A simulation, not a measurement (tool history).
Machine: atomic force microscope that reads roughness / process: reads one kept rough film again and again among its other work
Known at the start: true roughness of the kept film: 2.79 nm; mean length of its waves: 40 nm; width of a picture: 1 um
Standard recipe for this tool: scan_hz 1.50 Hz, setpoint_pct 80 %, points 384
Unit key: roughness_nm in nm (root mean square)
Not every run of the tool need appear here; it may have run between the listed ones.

run,hour,scan_hz,setpoint_pct,points,roughness_nm
1,0.0,1.50,80,384,2.476
2,6.6,1.50,80,384,2.461
3,13.1,1.50,80,384,2.447
4,21.3,1.50,80,384,2.450
5,28.1,1.50,80,384,2.440
6,32.6,1.68,80,384,2.403
7,41.0,1.68,80,417,2.404
8,50.7,3.43,68,929,2.369
9,61.7,3.43,84,334,2.137
10,67.3,0.54,80,483,2.484
11,76.2,0.54,80,483,2.465
12,83.4,2.74,90,384,2.082
13,90.2,2.74,90,675,2.086
14,98.1,3.40,57,384,2.389

What if the next run were any one of these 4? Each begins from the tool's condition after run 14:
A,103.0,1.20,75,300,?
B,103.0,0.51,84,384,?
C,103.0,1.50,77,384,?
D,103.0,2.00,73,486,?

run,roughness_nm
A,2.391
B,2.431
C,2.336
D,2.336
The same runs, with their run-to-run variation unchanged, on a tool lacking any hidden condition would have given:
run,roughness_nm
A,2.543
B,2.586
C,2.484
D,2.485
